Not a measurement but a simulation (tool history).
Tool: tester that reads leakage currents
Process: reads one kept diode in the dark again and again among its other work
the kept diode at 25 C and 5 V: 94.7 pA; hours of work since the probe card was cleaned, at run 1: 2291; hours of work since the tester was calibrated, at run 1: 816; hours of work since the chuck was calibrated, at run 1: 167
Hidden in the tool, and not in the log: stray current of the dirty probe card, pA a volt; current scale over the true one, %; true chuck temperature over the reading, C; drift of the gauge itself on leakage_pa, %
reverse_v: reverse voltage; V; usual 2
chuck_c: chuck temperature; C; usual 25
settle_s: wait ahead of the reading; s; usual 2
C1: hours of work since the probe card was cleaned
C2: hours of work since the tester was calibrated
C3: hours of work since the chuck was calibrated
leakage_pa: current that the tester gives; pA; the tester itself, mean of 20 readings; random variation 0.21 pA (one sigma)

Run 1, hour 0: usual settings; C1 2291; C2 816; C3 167. Result: leakage_pa 67.19 pA.
Run 2, hour 119.5: usual settings but settle_s 0.42 s; C1 2377; C2 902; C3 252. Result: leakage_pa 68.81 pA.
Run 3, hour 224: usual settings but settle_s 0.42 s; C1 2452; C2 977; C3 328. Result: leakage_pa 69.34 pA.
At hour 250.1: probe card cleaned and baked.
Run 4, hour 322.8: usual settings but settle_s 0.42 s; C1 52; C2 1046; C3 397. Result: leakage_pa 68.37 pA.
Run 5, hour 404.8: usual settings but reverse_v 19.18 V; C1 111; C2 1105; C3 456. Result: leakage_pa 159.35 pA.
Run 6, hour 485.7: usual settings; C1 169; C2 1163; C3 514. Result: leakage_pa 67.38 pA.
Run 7, hour 561.8: usual settings but chuck_c 23 C; C1 224; C2 1218; C3 569. Result: leakage_pa 55.98 pA.
Run 8, hour 658.6: usual settings but reverse_v 15.07 V, chuck_c 40 C, settle_s 1.37 s; C1 294; C2 1288; C3 638. Result: leakage_pa 562.3 pA.
Run 9, hour 767.4: usual settings but reverse_v 3.38 V, settle_s 1.6 s; C1 372; C2 1366; C3 716. Result: leakage_pa 83.26 pA.
Run 10, hour 845.6: usual settings but reverse_v 1.71 V, chuck_c 58 C, settle_s 0.37 s; C1 428; C2 1422; C3 773. Result: leakage_pa 1073.59 pA.
Run 11, hour 953.8: usual settings but reverse_v 1.71 V, chuck_c 58 C, settle_s 0.37 s; C1 506; C2 1500; C3 851. Result: leakage_pa 1077.03 pA.
Run 12, hour 1041.4: usual settings but reverse_v 1.71 V, chuck_c 45 C, settle_s 1.32 s; C1 569; C2 1563; C3 914. Result: leakage_pa 377.72 pA.
Run 13, hour 1135.2: usual settings but reverse_v 1.62 V, chuck_c 45 C, settle_s 1.32 s; C1 637; C2 1631; C3 981. Result: leakage_pa 374.38 pA.
Run 14, hour 1244.3: usual settings but reverse_v 3.01 V, settle_s 0.56 s; C1 715; C2 1709; C3 1060. Result: leakage_pa 81.69 pA.

Measured less the same run without the tool's hidden state. The same run-to-run variation is in both; the gauge's scatter may not be:
run  leakage_pa
  1        -0.1
  2       +0.12
  3       +0.34
  4       -0.44
  5       -0.31
  6       -0.08
  7       +0.08
  8       +1.78
  9        +0.7
 10       +5.76
 11       +8.24
 12       +4.27
 13       +5.11
 14       +1.91

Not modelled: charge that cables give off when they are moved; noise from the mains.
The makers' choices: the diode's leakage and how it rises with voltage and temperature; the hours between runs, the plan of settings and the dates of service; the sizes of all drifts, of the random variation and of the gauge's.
